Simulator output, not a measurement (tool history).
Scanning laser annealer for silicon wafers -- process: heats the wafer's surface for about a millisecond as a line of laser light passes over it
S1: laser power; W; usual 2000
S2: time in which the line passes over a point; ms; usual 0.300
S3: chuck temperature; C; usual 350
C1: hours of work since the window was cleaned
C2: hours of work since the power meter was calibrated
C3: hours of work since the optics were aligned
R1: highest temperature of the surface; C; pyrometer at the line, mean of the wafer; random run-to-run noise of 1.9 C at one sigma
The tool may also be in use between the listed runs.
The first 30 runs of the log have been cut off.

run,hour,S1,S2,S3,C1,C2,C3,R1
31,652.4,1861,0.330,331,172,751,230,1090
32,672.9,1861,0.330,331,180,760,238,1089
33,701.9,1752,0.300,350,192,772,250,1029
34,717.0,1752,0.300,350,199,778,257,1024
35,736.0,1752,0.300,350,206,786,265,1031
36,750.8,2006,0.247,350,213,792,271,1052
37,773.4,2006,0.247,350,222,802,280,1056
38,794.4,2006,0.247,350,231,810,289,1055
39,808.8,2033,0.296,342,237,817,295,1128
40,822.4,2033,0.296,342,242,822,301,1128

4 ways to go on from here, each from the tool as it stands after run 40. What would each give?
A,850.9,1758,0.296,342,254,834,313,?
B,850.9,2000,0.300,362,254,834,313,?
C,850.9,2028,0.215,320,254,834,313,?
D,850.9,1833,0.300,350,254,834,313,?

run,R1
A,1014
B,1139
C,984
D,1059
Stripped of hidden state, with their random variation kept, the same runs would have yielded:
run,R1
A,1015
B,1139
C,984
D,1059
